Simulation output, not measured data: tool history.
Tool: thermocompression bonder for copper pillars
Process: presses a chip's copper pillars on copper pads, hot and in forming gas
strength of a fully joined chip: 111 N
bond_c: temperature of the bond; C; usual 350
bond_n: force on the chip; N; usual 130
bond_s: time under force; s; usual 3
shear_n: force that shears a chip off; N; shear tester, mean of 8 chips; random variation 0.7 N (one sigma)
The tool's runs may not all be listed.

run	day	bond_c	bond_n	bond_s	shear_n
1	0	350	130	3	45.9
2	0.654	350	130	3	45.8
3	1.271	350	130	3	45.6
4	1.746	350	130	3	46
5	2.079	350	130	3	44.3
6	2.617	344	130	3	43.3
7	3.058	344	130	3	41.6
8	3.488	344	130	3	42.2
9	3.829	351	130	3	44.7
# day 4.167: forming gas filter changed
10	4.242	350	194	3	64.2
11	4.725	350	130	3	46.3
12	5.262	350	130	3	46.5
13	5.6	350	130	3	47.8
14	5.904	350	130	3	47.3
15	6.433	334	103	3	33.3
16	6.771	329	164	2	39.9

The next listed run, before its measurement:
17	7.45	329	164	2	?

{"run 17": {"shear_n": 39.5}}
Without the tool's hidden state the same run would have given shear_n 42.8 N.
